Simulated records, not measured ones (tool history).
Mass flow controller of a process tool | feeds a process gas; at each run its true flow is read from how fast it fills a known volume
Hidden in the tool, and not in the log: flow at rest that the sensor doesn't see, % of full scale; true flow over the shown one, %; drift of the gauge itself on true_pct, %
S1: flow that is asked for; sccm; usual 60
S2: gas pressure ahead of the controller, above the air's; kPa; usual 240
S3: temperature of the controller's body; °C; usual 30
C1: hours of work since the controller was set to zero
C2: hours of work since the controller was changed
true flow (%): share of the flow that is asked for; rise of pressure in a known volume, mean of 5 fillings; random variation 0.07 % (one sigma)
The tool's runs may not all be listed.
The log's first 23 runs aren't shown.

{"run": 24, "hour": 1632.8, "S1": 60, "S2": 221, "S3": 30, "C1": 2442, "C2": 2442, "true flow (%)": 99.77}
{"run": 25, "hour": 1706.1, "S1": 60, "S2": 150, "S3": 25, "C1": 2476, "C2": 2476, "true flow (%)": 100.14}
{"run": 26, "hour": 1769.7, "S1": 61, "S2": 150, "S3": 24, "C1": 2506, "C2": 2506, "true flow (%)": 100.21}
{"run": 27, "hour": 1859.6, "S1": 63, "S2": 235, "S3": 33, "C1": 2547, "C2": 2547, "true flow (%)": 100.21}
{"run": 28, "hour": 1958.2, "S1": 63, "S2": 235, "S3": 33, "C1": 2593, "C2": 2593, "true flow (%)": 100.35}
{"run": 29, "hour": 2001.4, "S1": 63, "S2": 235, "S3": 33, "C1": 2613, "C2": 2613, "true flow (%)": 100.32}
{"run": 30, "hour": 2050.7, "S1": 63, "S2": 235, "S3": 26, "C1": 2636, "C2": 2636, "true flow (%)": 100.06}
{"run": 31, "hour": 2119.2, "S1": 29, "S2": 240, "S3": 34, "C1": 2668, "C2": 2668, "true flow (%)": 100.04}
{"run": 32, "hour": 2190.3, "S1": 60, "S2": 240, "S3": 35, "C1": 2701, "C2": 2701, "true flow (%)": 100.49}
{"run": 33, "hour": 2283.2, "S1": 60, "S2": 240, "S3": 35, "C1": 2744, "C2": 2744, "true flow (%)": 100.71}
{"run": 34, "hour": 2336.9, "S1": 36, "S2": 206, "S3": 35, "C1": 2769, "C2": 2769, "true flow (%)": 100.61}
{"run": 35, "hour": 2414.3, "S1": 36, "S2": 264, "S3": 35, "C1": 2805, "C2": 2805, "true flow (%)": 100.29}
{"hour": 2452.8, "done": "gauge calibrated"}
{"run": 36, "hour": 2476.5, "S1": 36, "S2": 264, "S3": 35, "C1": 2833, "C2": 2833, "true flow (%)": 97.71}
{"run": 37, "hour": 2525.2, "S1": 60, "S2": 155, "S3": 22, "C1": 2856, "C2": 2856, "true flow (%)": 98.2}
{"run": 38, "hour": 2580.5, "S1": 40, "S2": 200, "S3": 33, "C1": 2882, "C2": 2882, "true flow (%)": 98.13}
{"run": 39, "hour": 2675.1, "S1": 161, "S2": 203, "S3": 32, "C1": 2925, "C2": 2925, "true flow (%)": 100.1}
{"run": 40, "hour": 2749.7, "S1": 161, "S2": 203, "S3": 32, "C1": 2960, "C2": 2960, "true flow (%)": 100.07}
{"run": 41, "hour": 2803.1, "S1": 54, "S2": 141, "S3": 32, "C1": 2985, "C2": 2985, "true flow (%)": 98.92}
{"run": 42, "hour": 2908.1, "S1": 54, "S2": 141, "S3": 32, "C1": 3033, "C2": 3033, "true flow (%)": 99.16}
{"run": 43, "hour": 2952.1, "S1": 54, "S2": 141, "S3": 32, "C1": 3054, "C2": 3054, "true flow (%)": 99.23}
{"run": 44, "hour": 3002.1, "S1": 105, "S2": 172, "S3": 30, "C1": 3077, "C2": 3077, "true flow (%)": 99.56}
{"run": 45, "hour": 3098.3, "S1": 28, "S2": 271, "S3": 21, "C1": 3122, "C2": 3122, "true flow (%)": 97.61}
{"run": 46, "hour": 3166.7, "S1": 28, "S2": 271, "S3": 21, "C1": 3153, "C2": 3153, "true flow (%)": 97.61}
{"run": 47, "hour": 3267.9, "S1": 28, "S2": 271, "S3": 21, "C1": 3200, "C2": 3200, "true flow (%)": 97.82}
{"run": 48, "hour": 3334.0, "S1": 60, "S2": 141, "S3": 30, "C1": 3231, "C2": 3231, "true flow (%)": 99.55}

Forecast each of these 3 alternatives for the next run:
{"run": "A", "hour": 3386.8, "S1": 60, "S2": 141, "S3": 21, "C1": 3255, "C2": 3255, "true flow (%)": "?"}
{"run": "B", "hour": 3386.8, "S1": 32, "S2": 240, "S3": 31, "C1": 3255, "C2": 3255, "true flow (%)": "?"}
{"run": "C", "hour": 3386.8, "S1": 98, "S2": 155, "S3": 33, "C1": 3255, "C2": 3255, "true flow (%)": "?"}

run=A true_flow_(%)=99.27
run=B true_flow_(%)=98.67
run=C true_flow_(%)=100.2
Without the tool's hidden state the same runs would have given:
run=A true_flow_(%)=98.25
run=B true_flow_(%)=97.65
run=C true_flow_(%)=99.18
